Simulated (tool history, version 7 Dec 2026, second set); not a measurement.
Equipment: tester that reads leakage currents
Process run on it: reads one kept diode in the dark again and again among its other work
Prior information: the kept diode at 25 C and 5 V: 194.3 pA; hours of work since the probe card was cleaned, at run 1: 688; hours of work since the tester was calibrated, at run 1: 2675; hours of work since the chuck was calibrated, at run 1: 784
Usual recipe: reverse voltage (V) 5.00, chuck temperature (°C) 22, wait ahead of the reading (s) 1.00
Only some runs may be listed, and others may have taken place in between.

run,hour,reverse voltage (V),chuck temperature (°C),wait ahead of the reading (s),hours of work since the probe card was cleaned,hours of work since the tester was calibrated,hours of work since the chuck was calibrated,current that the tester gives (pA)
1,0.0,5.00,22,1.00,688,2675,784,166.92
2,129.5,5.00,22,1.00,776,2763,872,168.04
3,243.2,5.00,44,1.00,853,2840,949,778.63
4,338.9,5.00,44,1.00,917,2905,1014,779.09
5,468.2,5.00,44,1.67,1005,2992,1101,785.36
6,579.8,5.00,44,1.67,1080,3068,1177,787.63
# hour 609.9: chuck's temperature calibrated
# hour 701.1: tester calibrated
7,713.1,5.00,44,1.67,1168,8,68,740.13
8,819.8,5.00,44,1.67,1240,80,141,740.21
9,941.9,5.00,44,1.11,1323,163,223,746.40
10,1028.9,5.00,44,1.11,1382,222,282,748.38
# hour 1080.1: tester calibrated, once more
11,1147.6,5.00,44,1.11,1461,46,361,744.80
12,1218.8,5.00,44,1.11,1509,94,410,748.95
13,1311.6,18.58,44,1.11,1572,157,472,1229.85
14,1393.7,6.44,22,1.00,1627,212,528,180.01
15,1488.3,6.44,22,1.00,1691,276,592,181.48
16,1602.3,6.44,22,1.00,1768,354,669,182.71
17,1677.7,6.44,22,1.00,1819,405,720,183.38
18,1748.2,6.44,22,1.00,1867,452,768,184.87
19,1839.0,6.44,22,1.00,1929,514,829,185.39
20,1900.9,6.77,34,2.19,1971,556,871,442.99
21,1956.7,6.34,25,0.37,2008,593,909,231.11
22,2018.5,5.00,29,1.00,2050,635,951,279.07
23,2146.2,18.63,37,1.00,2137,722,1037,807.36
24,2230.8,5.00,22,9.70,2194,779,1095,169.82
25,2343.1,14.84,32,0.41,2270,855,1171,534.65
# hour 2381.1: chuck's temperature calibrated
26,2454.0,7.14,30,0.78,2344,929,49,328.72
27,2534.7,7.14,30,0.78,2398,983,104,330.49
28,2595.0,7.14,35,5.81,2439,1024,145,465.94
29,2664.0,18.23,45,1.00,2486,1071,191,1298.37
30,2738.1,18.23,45,1.00,2536,1121,242,1300.26
# hour 2752.7: probe card cleaned and baked
31,2847.8,18.23,52,0.47,64,1193,314,2038.67
32,2902.0,2.02,30,0.47,101,1230,351,205.41
33,2966.4,2.02,30,0.47,145,1273,394,205.96
34,3057.7,2.02,30,9.72,206,1335,456,205.60
35,3178.1,2.87,33,9.72,288,1417,537,292.92
36,3297.3,1.23,22,0.36,369,1498,618,97.19
37,3398.1,18.62,59,2.36,437,1566,686,3173.64
38,3518.7,18.62,59,2.36,519,1647,768,3189.13

5 options for the next run, each taken on its own from the tool as it stands now. Forecast them:
A,3588.1,1.99,27,6.68,566,1694,815,?
B,3588.1,2.21,29,5.86,566,1694,815,?
C,3588.1,18.62,54,2.36,566,1694,815,?
D,3588.1,5.00,22,1.11,566,1694,815,?
E,3588.1,9.62,25,1.76,566,1694,815,?

run,current that the tester gives (pA)
A,169.79
B,203.25
C,2353.45
D,166.68
E,266.44
What these runs would have given with no unlogged condition in the tool:
run,current that the tester gives (pA)
A,159.93
B,191.62
C,2236.21
D,156.24
E,249.72
